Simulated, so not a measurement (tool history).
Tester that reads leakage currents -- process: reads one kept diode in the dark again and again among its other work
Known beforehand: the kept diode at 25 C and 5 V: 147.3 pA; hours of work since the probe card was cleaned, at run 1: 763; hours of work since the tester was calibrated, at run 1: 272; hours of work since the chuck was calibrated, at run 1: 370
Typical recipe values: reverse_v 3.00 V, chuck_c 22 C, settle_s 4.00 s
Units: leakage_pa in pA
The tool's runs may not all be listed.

run	hour	reverse_v	chuck_c	settle_s	hours of work since the probe card was cleaned	hours of work since the tester was calibrated	hours of work since the chuck was calibrated	leakage_pa
1	0.0	3.00	22	4.00	763	272	370	94.76
2	28.9	3.00	24	4.00	776	285	383	112.53
3	51.5	3.00	22	0.34	787	296	394	97.41
4	89.2	3.00	56	4.00	805	313	412	1509.07
5	110.5	3.00	56	4.00	815	323	422	1518.11
6	132.3	3.00	56	4.00	825	334	432	1520.29
7	171.3	3.00	56	4.00	843	352	450	1514.95
8	190.0	3.00	56	4.00	852	361	459	1527.71
9	219.7	3.00	35	4.00	866	375	473	294.31
10	237.6	3.00	35	4.00	874	383	481	293.68
11	272.0	3.00	35	4.00	890	399	497	293.45
12	293.5	3.00	22	4.00	900	409	507	95.82
13	327.5	3.00	22	4.00	916	425	523	95.98
14	365.9	3.00	22	4.00	934	443	541	95.99
15	393.3	3.00	22	4.00	947	456	554	96.21
16	430.1	3.00	22	4.00	964	473	572	96.46
17	468.5	19.00	35	1.75	982	491	590	699.13
18	489.8	1.70	43	2.10	992	501	599	434.97
19	526.8	3.00	27	1.52	1010	519	617	149.45
20	543.0	3.00	22	1.06	1017	526	624	97.77
21	577.9	3.00	22	1.06	1034	543	641	97.53
22	616.9	3.39	30	0.45	1052	561	659	207.66
23	647.8	3.39	30	0.45	1067	575	674	208.59
24	665.9	3.46	30	0.45	1075	584	682	210.44
25	685.2	7.69	22	8.18	1084	593	691	154.74
26	712.4	7.69	22	8.18	1097	606	704	153.61
27	751.5	1.55	40	9.85	1115	624	722	331.58
28	789.5	2.19	27	3.96	1133	642	740	130.61
29	828.5	3.88	23	0.98	1151	660	758	121.77
30	859.6	6.13	21	0.98	1166	675	773	128.51
31	897.5	6.13	21	0.98	1184	692	791	129.07
32	930.3	1.03	51	0.76	1199	708	806	654.64

Each row is a separate what-if for the run after 32, all from the same tool condition, not one after another. Results?
A	969.0	3.00	24	5.87	1217	726	824	?
B	969.0	4.89	51	0.76	1217	726	824	?
C	969.0	3.00	27	4.25	1217	726	824	?
D	969.0	13.06	51	0.76	1217	726	824	?

run	leakage_pa
A	117.83
B	1337.76
C	152.88
D	2092.23
With the hidden condition removed and each run's random variation left untouched, the same runs would have given:
run	leakage_pa
A	107.05
B	1269.31
C	140.32
D	1977.51

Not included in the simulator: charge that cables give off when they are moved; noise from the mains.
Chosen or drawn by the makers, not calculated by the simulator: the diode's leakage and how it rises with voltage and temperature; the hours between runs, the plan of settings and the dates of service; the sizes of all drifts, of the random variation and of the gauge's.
